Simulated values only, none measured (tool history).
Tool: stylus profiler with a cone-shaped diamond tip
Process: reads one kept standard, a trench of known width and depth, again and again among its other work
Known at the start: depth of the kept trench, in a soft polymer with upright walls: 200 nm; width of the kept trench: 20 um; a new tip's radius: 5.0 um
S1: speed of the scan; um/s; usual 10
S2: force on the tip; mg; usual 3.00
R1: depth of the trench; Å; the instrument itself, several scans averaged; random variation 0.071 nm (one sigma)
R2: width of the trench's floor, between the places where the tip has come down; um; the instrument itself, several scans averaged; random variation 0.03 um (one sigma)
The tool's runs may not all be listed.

{"run": 1, "day": 0.0, "S1": 10, "S2": 3.0, "R1": 2008.8, "R2": 16.15}
{"run": 2, "day": 1.692, "S1": 10, "S2": 3.0, "R1": 2009.0, "R2": 16.11}
{"run": 3, "day": 2.433, "S1": 10, "S2": 3.0, "R1": 2010.7, "R2": 16.17}
{"run": 4, "day": 3.733, "S1": 10, "S2": 3.0, "R1": 2008.0, "R2": 16.1}
{"run": 5, "day": 5.338, "S1": 10, "S2": 3.0, "R1": 2009.8, "R2": 16.12}
{"run": 6, "day": 6.975, "S1": 10, "S2": 3.0, "R1": 2009.7, "R2": 16.05}
{"run": 7, "day": 8.338, "S1": 5, "S2": 3.0, "R1": 2008.5, "R2": 16.13}
{"run": 8, "day": 10.104, "S1": 5, "S2": 3.0, "R1": 2008.7, "R2": 16.12}
{"run": 9, "day": 11.746, "S1": 3, "S2": 2.95, "R1": 2007.7, "R2": 16.03}
{"day": 11.892, "done": "height scale calibrated on a step standard"}
{"run": 10, "day": 12.525, "S1": 3, "S2": 8.38, "R1": 2019.6, "R2": 16.07}
{"run": 11, "day": 14.275, "S1": 4, "S2": 2.54, "R1": 2000.1, "R2": 16.11}
{"day": 15.379, "done": "height scale calibrated on a step standard, once more"}
{"run": 12, "day": 15.45, "S1": 26, "S2": 1.55, "R1": 2012.9, "R2": 15.9}
{"run": 13, "day": 17.15, "S1": 26, "S2": 1.55, "R1": 2012.7, "R2": 15.81}
{"run": 14, "day": 18.012, "S1": 12, "S2": 6.71, "R1": 2032.1, "R2": 15.98}
{"run": 15, "day": 18.888, "S1": 12, "S2": 6.71, "R1": 2031.2, "R2": 16.0}

Measured less the same run without the tool's hidden state. The same run-to-run variation is in both; the gauge's scatter may not be:
The hidden state here: radius of the tip, um; height scale over the true one, %; drift of the gauge itself on depth_nm, %; drift of the gauge itself on floor_um, %.
run=1 R1=-8.3 R2=-1.00
run=2 R1=-8.5 R2=-1.01
run=3 R1=-8.6 R2=-1.02
run=4 R1=-8.7 R2=-1.03
run=5 R1=-8.9 R2=-1.05
run=6 R1=-9.0 R2=-1.07
run=7 R1=-9.2 R2=-1.08
run=8 R1=-9.4 R2=-1.10
run=9 R1=-9.5 R2=-1.12
run=10 R1=-16.5 R2=-1.13
run=11 R1=-16.5 R2=-1.14
run=12 R1=+1.1 R2=-1.15
run=13 R1=+0.9 R2=-1.17
run=14 R1=+0.8 R2=-1.18
run=15 R1=+0.7 R2=-1.19

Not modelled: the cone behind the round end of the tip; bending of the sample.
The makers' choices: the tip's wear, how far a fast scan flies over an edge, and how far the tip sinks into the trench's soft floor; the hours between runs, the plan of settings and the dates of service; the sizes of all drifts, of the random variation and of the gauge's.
